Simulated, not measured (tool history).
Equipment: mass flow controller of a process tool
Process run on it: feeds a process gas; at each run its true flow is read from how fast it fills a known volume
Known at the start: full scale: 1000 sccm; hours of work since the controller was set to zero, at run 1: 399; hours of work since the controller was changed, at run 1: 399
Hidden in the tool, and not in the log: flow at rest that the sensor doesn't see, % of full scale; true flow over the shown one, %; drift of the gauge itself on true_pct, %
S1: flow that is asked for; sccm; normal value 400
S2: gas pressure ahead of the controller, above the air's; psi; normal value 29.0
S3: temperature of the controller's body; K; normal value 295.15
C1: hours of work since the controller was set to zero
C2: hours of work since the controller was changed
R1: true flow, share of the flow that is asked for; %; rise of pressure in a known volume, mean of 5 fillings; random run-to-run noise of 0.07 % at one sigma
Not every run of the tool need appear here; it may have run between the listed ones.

run      day   S1    S2      S3    C1    C2     R1
  1    0.000  400  29.0  295.15   399   399  98.68
  2    9.196  400  29.0  297.15   501   501  98.63
  3   14.025  400  29.0  297.15   555   555  98.64
  4   23.354  400  29.0  295.15   659   659  98.59
  5   30.504  535  29.0  295.15   738   738  98.95
  6   38.717  535  31.5  295.15   829   829  98.92
  7   46.700  535  31.5  300.15   918   918  98.86
  8   50.850  535  27.1  300.15   964   964  98.77
  9   56.392  535  27.1  300.15  1026  1026  98.75
 10   61.571  400  29.0  295.15  1083  1083  98.66
 11   69.700  400  29.0  295.15  1174  1174  98.74
 12   75.250  400  29.0  304.15  1235  1235  98.38
 13   83.867  523  32.8  295.15  1331  1331  98.99
      84.292  -- controller's zero set anew
 14   91.062  523  32.8  295.15    75  1411  99.14
 15   99.125  215  27.0  295.15   165  1500  98.90
 16  106.796  205  31.9  296.15   250  1585  98.96
 17  114.204  608  28.4  307.15   332  1668  98.74
 18  120.675  567  21.0  307.15   404  1740  98.60
 19  129.729  416  21.0  307.15   505  1840  98.48
     133.550  -- controller's zero set anew, once more
 20  133.550  400  39.3  295.15     0  1883  98.29

Each row is a separate what-if for the run after 20, all from the same tool condition, not one after another. Results?
  A  142.742  154  39.5  302.15  102  1985   ?
  B  142.742  101  36.5  301.15  102  1985   ?
  C  142.742  149  35.2  307.15  102  1985   ?
  D  142.742  372  24.7  295.15  102  1985   ?

run     R1
  A  97.67
  B  97.54
  C  97.48
  D  98.07
The same runs, with their run-to-run variation unchanged, on a tool lacking any hidden condition would have given:
run     R1
  A  97.91
  B  97.69
  C  97.73
  D  98.43
